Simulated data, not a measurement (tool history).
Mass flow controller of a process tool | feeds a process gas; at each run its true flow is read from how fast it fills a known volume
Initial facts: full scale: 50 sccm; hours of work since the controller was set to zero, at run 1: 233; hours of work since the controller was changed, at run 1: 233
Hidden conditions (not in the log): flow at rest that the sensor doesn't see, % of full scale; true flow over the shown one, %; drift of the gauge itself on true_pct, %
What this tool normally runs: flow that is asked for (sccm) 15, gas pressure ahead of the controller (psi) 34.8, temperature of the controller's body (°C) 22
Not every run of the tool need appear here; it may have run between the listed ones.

run,hour,flow that is asked for (sccm),gas pressure ahead of the controller (psi),temperature of the controller's body (°C),hours of work since the controller was set to zero,hours of work since the controller was changed,true flow (%)
1,0,15,34.8,22,233,233,98.47
2,62.2,15,34.8,22,277,277,98.57
3,112.5,15,34.8,22,312,312,98.64
4,185.5,15,34.8,22,364,364,98.58
5,232,15,34.8,22,396,396,98.59
6,299.6,15,34.8,22,444,444,98.63
7,385.3,15,34.8,22,504,504,98.81
8,465.6,15,34.8,22,560,560,98.85
9,552.3,15,34.8,22,621,621,98.69
10,631.6,15,34.8,22,677,677,98.79
11,691.9,15,34.8,33,719,719,97.67
12,775.2,10,34.8,33,778,778,97.85
13,856.8,10,34.8,30,835,835,98.13
14,942.4,10,34.8,30,895,895,98.12
15,978.1,22,34.8,30,920,920,98.37
16,1026,22,34.8,30,954,954,98.38
17,1071.2,47,34.8,22,986,986,100.62
18,1137.1,15,34.8,22,1032,1032,99.15
19,1201.2,15,34.8,24,1077,1077,98.85
20,1282.8,10,36.1,22,1134,1134,99.2
21,1353.5,10,36.1,22,1184,1184,99.33
22,1424.4,13,32.5,23,1234,1234,99.03
23,1478.2,13,32.5,23,1272,1272,99
24,1527.2,13,31.6,29,1306,1306,98.44

Run 25, settings as shown, results not yet in. Your forecast:
25,1594.3,19,34.8,27,1353,1353,?

Run 25 yielded true flow (%) 98.74.
Minus the tool's unlogged condition, the same run would have read true flow (%) 97.98.

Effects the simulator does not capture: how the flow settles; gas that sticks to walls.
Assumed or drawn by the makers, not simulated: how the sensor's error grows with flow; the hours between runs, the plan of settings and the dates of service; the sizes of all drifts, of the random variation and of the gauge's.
